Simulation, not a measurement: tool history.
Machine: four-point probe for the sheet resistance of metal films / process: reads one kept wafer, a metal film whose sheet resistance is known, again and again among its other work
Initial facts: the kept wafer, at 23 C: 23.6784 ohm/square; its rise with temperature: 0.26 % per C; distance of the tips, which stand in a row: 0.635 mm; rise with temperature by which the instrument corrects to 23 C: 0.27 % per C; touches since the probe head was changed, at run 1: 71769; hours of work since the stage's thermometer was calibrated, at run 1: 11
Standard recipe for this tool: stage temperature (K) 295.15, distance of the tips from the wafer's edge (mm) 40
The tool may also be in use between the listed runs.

run,hour,stage temperature (K),distance of the tips from the wafer's edge (mm),touches since the probe head was changed,hours of work since the stage's thermometer was calibrated,sheet resistance as the instrument gives it (ohm/square)
1,0,295.15,40,71769,11,23.584216
2,36.5,295.15,40,73394,39,23.580377
3,82.1,295.15,40,75418,74,23.586394
4,125.5,295.15,40,77348,107,23.565995
5,170,308.15,40,79329,142,23.546948
6,215.2,295.15,45,81334,176,23.559279
7,267.5,295.15,45,83659,216,23.560414
8,312.7,295.15,18,85668,251,23.560316
9,335,298.15,18,86663,268,23.553539
10,373.3,298.15,18,88364,298,23.559566
11,425.6,298.15,18,90687,338,23.54971
12,453.2,298.15,5,91917,359,23.727573
13,480.5,298.15,5,93129,380,23.735963
14,517.5,295.15,40,94774,408,23.537102
15,569.1,295.15,15,97067,448,23.557268
16,604.7,295.15,15,98651,475,23.549143
17,641.3,295.15,15,100277,503,23.546233
18,679,295.15,40,101955,532,23.525
19,731.8,295.15,27,104300,573,23.515286
20,766.6,296.15,27,105848,599,23.5204
21,796.4,296.15,27,107172,622,23.507554
22,823.5,306.15,9,108377,643,23.561246
23,865.3,302.15,11,110236,675,23.53979
24,915.8,299.15,16,112483,714,23.515944
25,943.3,299.15,16,113704,735,23.506708
26,978.6,299.15,16,115272,762,23.511494
27,1033.1,293.15,4,117695,804,23.812035
28,1077.3,293.15,15,119658,838,23.513144
29,1112.9,303.15,12,121241,865,23.510676
30,1157.8,297.15,7,123237,900,23.581892
31,1196.2,297.15,7,124944,929,23.576162
32,1227.3,302.15,7,126329,953,23.574185
33,1271.5,300.15,6,128294,987,23.604015
34,1294.5,300.15,6,129314,1005,23.598871
35,1345.4,300.15,16,131578,1044,23.475963
36,1368.3,291.15,53,132598,1061,23.465795
37,1413.3,291.15,53,134598,1096,23.459503
38,1465.4,291.15,53,136914,1136,23.459526
39,1495.3,291.15,41,138242,1159,23.458041

Each row is a separate what-if for the run after 39, all from the same tool condition, not one after another. Results?
A,1528.9,306.15,8,139734,1185,?
B,1528.9,294.15,9,139734,1185,?
C,1528.9,302.15,39,139734,1185,?
D,1528.9,308.15,71,139734,1185,?
E,1528.9,295.15,14,139734,1185,?

run,sheet resistance as the instrument gives it (ohm/square)
A,23.509541
B,23.516956
C,23.433836
D,23.426345
E,23.475409
The same runs, with their run-to-run variation unchanged, on a tool lacking any hidden condition would have given:
run,sheet resistance as the instrument gives it (ohm/square)
A,23.74213
B,23.749827
C,23.665795
D,23.658136
E,23.707878
